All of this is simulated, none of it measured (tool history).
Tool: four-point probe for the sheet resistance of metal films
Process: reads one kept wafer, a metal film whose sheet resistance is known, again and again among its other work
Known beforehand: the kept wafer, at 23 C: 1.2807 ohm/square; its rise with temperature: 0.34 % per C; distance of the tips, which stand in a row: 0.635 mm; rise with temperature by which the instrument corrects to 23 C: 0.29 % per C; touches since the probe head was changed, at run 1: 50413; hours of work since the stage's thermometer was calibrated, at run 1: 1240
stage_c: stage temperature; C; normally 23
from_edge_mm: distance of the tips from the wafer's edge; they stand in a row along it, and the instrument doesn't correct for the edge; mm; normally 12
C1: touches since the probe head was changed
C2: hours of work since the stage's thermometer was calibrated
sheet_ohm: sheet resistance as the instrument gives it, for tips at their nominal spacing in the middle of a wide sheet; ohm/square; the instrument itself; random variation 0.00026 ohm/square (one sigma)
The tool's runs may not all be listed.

Run 1, hour 0.0: usual settings; C1 50413; C2 1240. Result: sheet_ohm 1.269854 ohm/square.
Run 2, hour 28.6: usual settings; C1 51742; C2 1260. Result: sheet_ohm 1.269554 ohm/square.
Run 3, hour 65.4: usual settings; C1 53450; C2 1284. Result: sheet_ohm 1.269660 ohm/square.
Run 4, hour 83.9: usual settings; C1 54311; C2 1297. Result: sheet_ohm 1.269853 ohm/square.
Run 5, hour 111.1: usual settings; C1 55572; C2 1315. Result: sheet_ohm 1.268945 ohm/square.
Run 6, hour 140.0: usual settings; C1 56917; C2 1335. Result: sheet_ohm 1.269448 ohm/square.
Run 7, hour 167.9: usual settings; C1 58213; C2 1354. Result: sheet_ohm 1.269339 ohm/square.
At hour 190.8: stage's thermometer calibrated.
Run 8, hour 191.7: usual settings but stage_c 18 C; C1 59293; C2 1. Result: sheet_ohm 1.263201 ohm/square.
Run 9, hour 225.6: usual settings but stage_c 18 C; C1 60867; C2 24. Result: sheet_ohm 1.262827 ohm/square.
Run 10, hour 247.9: usual settings but stage_c 18 C; C1 61903; C2 39. Result: sheet_ohm 1.262887 ohm/square.
Run 11, hour 274.7: usual settings; C1 63149; C2 57. Result: sheet_ohm 1.265809 ohm/square.
Run 12, hour 292.2: usual settings; C1 63962; C2 69. Result: sheet_ohm 1.265885 ohm/square.
Run 13, hour 317.9: usual settings; C1 65156; C2 86. Result: sheet_ohm 1.266287 ohm/square.
Run 14, hour 346.7: usual settings; C1 66493; C2 106. Result: sheet_ohm 1.265334 ohm/square.
Run 15, hour 381.4: usual settings; C1 68107; C2 129. Result: sheet_ohm 1.265895 ohm/square.
Run 16, hour 415.8: usual settings but stage_c 27 C; C1 69707; C2 153. Result: sheet_ohm 1.267829 ohm/square.
Run 17, hour 444.1: usual settings but stage_c 33 C; C1 71018; C2 172. Result: sheet_ohm 1.271766 ohm/square.
Run 18, hour 463.0: usual settings but stage_c 33 C; C1 71896; C2 185. Result: sheet_ohm 1.271196 ohm/square.
Run 19, hour 491.8: usual settings but stage_c 33 C; C1 73235; C2 204. Result: sheet_ohm 1.271047 ohm/square.
Run 20, hour 525.3: usual settings but stage_c 33 C; C1 74789; C2 227. Result: sheet_ohm 1.271355 ohm/square.
Run 21, hour 542.7: usual settings but stage_c 21 C, from_edge_mm 61 mm; C1 75601; C2 239. Result: sheet_ohm 1.261923 ohm/square.
Run 22, hour 566.6: usual settings but stage_c 18 C; C1 76712; C2 255. Result: sheet_ohm 1.261651 ohm/square.
Run 23, hour 587.4: usual settings but stage_c 31 C; C1 77674; C2 269. Result: sheet_ohm 1.269646 ohm/square.
Run 24, hour 603.9: usual settings but stage_c 25 C, from_edge_mm 8 mm; C1 78443; C2 280. Result: sheet_ohm 1.268093 ohm/square.
Run 25, hour 627.7: usual settings but stage_c 25 C, from_edge_mm 8 mm; C1 79549; C2 296. Result: sheet_ohm 1.267843 ohm/square.
Run 26, hour 652.8: usual settings but stage_c 25 C, from_edge_mm 8 mm; C1 80715; C2 313. Result: sheet_ohm 1.267841 ohm/square.
Run 27, hour 680.7: usual settings but from_edge_mm 27 mm; C1 82011; C2 332. Result: sheet_ohm 1.262720 ohm/square.
Run 28, hour 697.8: usual settings but from_edge_mm 27 mm; C1 82803; C2 344. Result: sheet_ohm 1.262336 ohm/square.
Run 29, hour 720.7: usual settings but stage_c 21 C, from_edge_mm 7 mm; C1 83871; C2 359. Result: sheet_ohm 1.266022 ohm/square.
Run 30, hour 753.2: usual settings but stage_c 31 C, from_edge_mm 16 mm; C1 85379; C2 381. Result: sheet_ohm 1.268039 ohm/square.
Run 31, hour 788.3: usual settings but stage_c 31 C, from_edge_mm 16 mm; C1 87010; C2 405. Result: sheet_ohm 1.267872 ohm/square.
Run 32, hour 816.2: usual settings but stage_c 20 C, from_edge_mm 9 mm; C1 88307; C2 424. Result: sheet_ohm 1.263161 ohm/square.
Run 33, hour 841.3: usual settings but stage_c 20 C, from_edge_mm 9 mm; C1 89470; C2 441. Result: sheet_ohm 1.263078 ohm/square.
Run 34, hour 877.8: usual settings but stage_c 20 C, from_edge_mm 9 mm; C1 91164; C2 466. Result: sheet_ohm 1.262877 ohm/square.
Run 35, hour 905.0: usual settings but stage_c 30 C, from_edge_mm 7 mm; C1 92431; C2 484. Result: sheet_ohm 1.271235 ohm/square.
Run 36, hour 941.7: usual settings but stage_c 30 C, from_edge_mm 7 mm; C1 94134; C2 509. Result: sheet_ohm 1.271203 ohm/square.
Run 37, hour 968.9: usual settings but stage_c 19 C, from_edge_mm 10 mm; C1 95400; C2 528. Result: sheet_ohm 1.260901 ohm/square.
Run 38, hour 999.8: usual settings but stage_c 32 C, from_edge_mm 3 mm; C1 96835; C2 549. Result: sheet_ohm 1.296124 ohm/square.
Run 39, hour 1016.9: usual settings but stage_c 22 C, from_edge_mm 49 mm; C1 97627; C2 560. Result: sheet_ohm 1.259429 ohm/square.
Run 40, hour 1043.3: usual settings but stage_c 22 C, from_edge_mm 49 mm; C1 98852; C2 578. Result: sheet_ohm 1.259958 ohm/square.

Consider 4 possible next runs. They are alternatives, not a sequence: every one starts from the tool as it was left by run 40. What does each give?
Run A, hour 1061.8: usual settings but stage_c 22 C, from_edge_mm 6 mm; C1 99715; C2 591. Result: sheet_ohm ?.
Run B, hour 1061.8: usual settings but stage_c 33 C, from_edge_mm 4 mm; C1 99715; C2 591. Result: sheet_ohm ?.
Run C, hour 1061.8: usual settings but stage_c 24 C, from_edge_mm 6 mm; C1 99715; C2 591. Result: sheet_ohm ?.
Run D, hour 1061.8: usual settings but stage_c 21 C, from_edge_mm 43 mm; C1 99715; C2 591. Result: sheet_ohm ?.

run  sheet_ohm
  A   1.267512
  B   1.283585
  C   1.268455
  D   1.259185
With the hidden condition removed and each run's random variation left untouched, the same runs would have given:
run  sheet_ohm
  A   1.287955
  B   1.304306
  C   1.288919
  D   1.279500
